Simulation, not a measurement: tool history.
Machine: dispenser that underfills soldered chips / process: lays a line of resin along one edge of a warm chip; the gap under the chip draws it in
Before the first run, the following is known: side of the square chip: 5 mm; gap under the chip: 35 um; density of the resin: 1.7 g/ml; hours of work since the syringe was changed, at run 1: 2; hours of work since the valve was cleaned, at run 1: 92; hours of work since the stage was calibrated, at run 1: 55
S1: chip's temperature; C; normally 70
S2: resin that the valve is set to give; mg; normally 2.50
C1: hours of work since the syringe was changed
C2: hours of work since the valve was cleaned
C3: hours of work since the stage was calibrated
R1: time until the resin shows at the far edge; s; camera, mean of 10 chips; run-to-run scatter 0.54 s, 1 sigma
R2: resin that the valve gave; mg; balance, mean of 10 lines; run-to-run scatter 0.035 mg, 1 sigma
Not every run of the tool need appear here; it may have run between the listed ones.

| run | hour | S1 | S2 | C1 | C2 | C3 | R1 | R2 |
|---|---|---|---|---|---|---|---|---|
| 1 | 0.0 | 70 | 2.50 | 2 | 92 | 55 | 51.5 | 2.26 |
| 2 | 3.2 | 70 | 2.50 | 4 | 94 | 57 | 56.5 | 2.38 |
| 3 | 7.6 | 71 | 2.50 | 7 | 97 | 60 | 62.8 | 2.23 |
|  | 9.4 | new syringe of resin |
| 4 | 12.3 | 71 | 2.50 | 2 | 100 | 63 | 49.3 | 2.22 |
| 5 | 14.3 | 61 | 2.50 | 3 | 102 | 64 | 74.6 | 2.31 |
| 6 | 16.7 | 61 | 2.50 | 5 | 103 | 66 | 81.6 | 2.32 |
| 7 | 20.3 | 61 | 2.50 | 8 | 106 | 69 | 91.6 | 2.26 |
|  | 21.0 | new syringe of resin |
| 8 | 25.4 | 61 | 2.50 | 3 | 109 | 72 | 72.9 | 2.27 |
| 9 | 29.6 | 70 | 2.50 | 6 | 112 | 75 | 61.5 | 2.29 |
|  | 32.6 | new syringe of resin |
| 10 | 32.8 | 70 | 2.50 | 0 | 114 | 77 | 47.0 | 2.28 |
| 11 | 36.3 | 70 | 2.50 | 3 | 117 | 79 | 53.5 | 2.25 |
| 12 | 38.4 | 76 | 2.50 | 4 | 118 | 81 | 47.0 | 2.25 |
| 13 | 41.7 | 70 | 2.50 | 6 | 120 | 83 | 62.8 | 2.22 |
|  | 44.5 | new syringe of resin |
| 14 | 45.2 | 70 | 2.50 | 0 | 123 | 85 | 47.3 | 2.27 |
| 15 | 49.0 | 70 | 2.50 | 3 | 125 | 88 | 54.3 | 2.17 |
| 16 | 53.0 | 70 | 2.50 | 6 | 128 | 91 | 61.7 | 2.21 |
|  | 56.2 | new syringe of resin |
| 17 | 56.6 | 70 | 2.50 | 0 | 130 | 93 | 47.7 | 2.24 |
| 18 | 58.6 | 70 | 2.50 | 2 | 132 | 94 | 50.9 | 2.21 |
| 19 | 62.5 | 70 | 2.50 | 4 | 134 | 97 | 57.6 | 2.27 |
| 20 | 66.7 | 79 | 2.50 | 7 | 137 | 100 | 49.5 | 2.14 |
|  | 67.8 | new syringe of resin |
| 21 | 71.1 | 63 | 2.50 | 2 | 140 | 103 | 66.6 | 2.16 |
| 22 | 73.0 | 84 | 2.48 | 4 | 141 | 104 | 36.5 | 2.16 |
|  | 76.6 | dispensing valve cleaned and set on the balance |
| 23 | 77.7 | 69 | 2.55 | 6 | 1 | 107 | 64.1 | 2.46 |
| 24 | 79.8 | 69 | 2.55 | 8 | 2 | 108 | 69.6 | 2.61 |
|  | 80.5 | new syringe of resin |
| 25 | 82.5 | 80 | 2.78 | 1 | 4 | 110 | 36.0 | 2.78 |
| 26 | 86.5 | 80 | 2.78 | 4 | 7 | 112 | 40.5 | 2.69 |
| 27 | 90.0 | 55 | 2.82 | 7 | 9 | 115 | 106.7 | 2.80 |
|  | 92.1 | new syringe of resin |
| 28 | 94.9 | 59 | 2.96 | 2 | 12 | 118 | 73.2 | 2.94 |
| 29 | 98.3 | 59 | 3.07 | 4 | 15 | 120 | 83.4 | 3.02 |
| 30 | 100.6 | 59 | 3.07 | 6 | 16 | 122 | 89.3 | 3.03 |
|  | 103.7 | new syringe of resin |
| 31 | 104.0 | 80 | 3.07 | 0 | 18 | 124 | 34.0 | 3.04 |
| 32 | 106.0 | 80 | 3.07 | 2 | 20 | 126 | 36.8 | 2.96 |
| 33 | 109.3 | 80 | 3.07 | 4 | 22 | 128 | 41.7 | 3.06 |
| 34 | 111.3 | 60 | 2.74 | 5 | 23 | 129 | 84.2 | 2.73 |
| 35 | 114.5 | 80 | 3.02 | 7 | 26 | 131 | 47.3 | 2.92 |
|  | 115.5 | new syringe of resin |
| 36 | 117.2 | 64 | 2.94 | 1 | 27 | 133 | 60.6 | 2.90 |

Below, each run's measurement less what the same run would have read without the hidden state. Both values contain the same run-to-run variation, but the gauge's scatter may not be the same in both:
Unlogged tool condition in this case: resin's viscosity, % of fresh resin's; dose that the valve gives, % of what is set; true chip temperature over the reading, C; drift of the gauge itself on fill_s, %; drift of the gauge itself on given_mg, %.
| run | R1 | R2 |
|---|---|---|
| 1 | +5.4 | -0.20 |
| 2 | +10.9 | -0.21 |
| 3 | +19.1 | -0.21 |
| 4 | +5.9 | -0.22 |
| 5 | +13.1 | -0.22 |
| 6 | +19.6 | -0.23 |
| 7 | +29.9 | -0.23 |
| 8 | +12.4 | -0.24 |
| 9 | +17.2 | -0.25 |
| 10 | +1.9 | -0.25 |
| 11 | +7.7 | -0.25 |
| 12 | +9.5 | -0.26 |
| 13 | +18.0 | -0.27 |
| 14 | +2.4 | -0.27 |
| 15 | +8.8 | -0.27 |
| 16 | +16.2 | -0.28 |
| 17 | +2.7 | -0.28 |
| 18 | +5.8 | -0.29 |
| 19 | +12.9 | -0.29 |
| 20 | +16.0 | -0.30 |
| 21 | +9.8 | -0.30 |
| 22 | +7.3 | -0.30 |
| 23 | +18.0 | +0.00 |
| 24 | +22.7 | +0.00 |
| 25 | +3.2 | +0.00 |
| 26 | +8.1 | -0.01 |
| 27 | +31.0 | -0.01 |
| 28 | +8.4 | -0.03 |
| 29 | +17.2 | -0.03 |
| 30 | +23.6 | -0.03 |
| 31 | +1.4 | -0.04 |
| 32 | +3.7 | -0.04 |
| 33 | +8.1 | -0.05 |
| 34 | +20.9 | -0.04 |
| 35 | +15.2 | -0.06 |
| 36 | +5.2 | -0.06 |
